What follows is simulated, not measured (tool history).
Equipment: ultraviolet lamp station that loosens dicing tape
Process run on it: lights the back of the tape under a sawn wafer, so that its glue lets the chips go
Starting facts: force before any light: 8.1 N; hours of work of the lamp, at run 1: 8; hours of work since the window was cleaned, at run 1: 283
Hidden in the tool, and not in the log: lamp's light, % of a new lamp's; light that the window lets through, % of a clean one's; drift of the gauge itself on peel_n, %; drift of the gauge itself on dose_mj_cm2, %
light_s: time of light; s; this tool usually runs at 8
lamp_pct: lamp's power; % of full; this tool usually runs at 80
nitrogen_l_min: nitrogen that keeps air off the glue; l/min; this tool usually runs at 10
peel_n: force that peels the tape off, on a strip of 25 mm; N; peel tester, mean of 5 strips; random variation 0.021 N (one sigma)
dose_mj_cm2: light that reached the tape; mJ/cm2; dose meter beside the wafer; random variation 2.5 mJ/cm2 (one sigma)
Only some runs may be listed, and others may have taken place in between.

run	hour	light_s	lamp_pct	nitrogen_l_min	hours of work of the lamp	hours of work since the window was cleaned	peel_n	dose_mj_cm2
1	0	8	80	10	8	283	1.128	281
2	9.6	8	80	10	12	287	1.154	283
3	18.3	8	80	10	15	291	1.21	281
4	28.8	8	84	10	19	295	1.075	298
5	34.5	8	97	10	22	297	0.809	343
6	45.2	8	97	11	26	302	0.805	342
7	52	8	97	11	29	304	0.792	347
8	61	8	97	11	32	308	0.806	346
9	70.6	8	97	11	36	312	0.794	338
10	77.9	7	97	11	39	315	1.02	295
11	84.9	7	97	11	42	318	1.018	296
12	93.8	7	97	11	46	321	1.056	298
13	103.1	5	97	11	50	325	1.758	212
14	114.1	5	97	11	54	330	1.815	215
15	120.2	8	80	10	56	332	1.225	280
16	125.6	8	91	10	59	334	0.949	315
17	134.1	6	80	10	62	338	1.896	208
18	141.2	6	80	4	65	340	2.52	207
19	152	8	74	10	69	345	1.39	258
20	163.4	6	80	10	74	349	1.892	212
21	173	8	74	10	78	353	1.388	259
22	179.3	8	74	7	80	356	1.601	257
23	185.7	12	67	10	83	359	0.793	350
24	190.7	8	71	10	85	361	1.531	245
25	199.3	8	80	6	88	364	1.449	276
26	207.5	14	85	3	92	367	0.713	514
27	214.2	14	85	3	94	370	0.652	510
28	222	14	85	3	98	373	0.689	514
29	233.2	5	80	9	102	378	2.505	173
30	238.5	5	99	7	104	380	2.093	211
31	248.9	8	69	4	108	384	2.304	240
32	259.2	8	69	4	113	388	2.2	235
33	268.4	5	91	15	116	392	1.879	193
34	276.2	5	91	15	120	395	1.951	192
35	281.1	8	88	10	122	397	1.04	301
36	288.1	8	74	10	124	400	1.456	251
37	293.8	11	64	16	127	402	0.899	301
38	299.2	10	80	3	129	404	1.477	337
39	304.9	11	80	12	131	407	0.632	372
40	310.9	11	80	12	134	409	0.627	371
41	320.7	5	80	6	138	413	2.943	171
42	328.3	12	89	10	141	416	0.454	453
43	334.8	8	78	16	143	419	1.116	264

3 options for the next run, each taken on its own from the tool as it stands now. Forecast them:
A	339.6	15	62	10	145	421	?	?
B	339.6	8	80	10	145	421	?	?
C	339.6	8	90	12	145	421	?	?

run	peel_n	dose_mj_cm2
A	0.624	388
B	1.269	273
C	0.964	300
Take away the tool's hidden state, keep each run's random variation, and the runs would have read:
run	peel_n	dose_mj_cm2
A	0.46	446
B	0.986	313
C	0.73	345
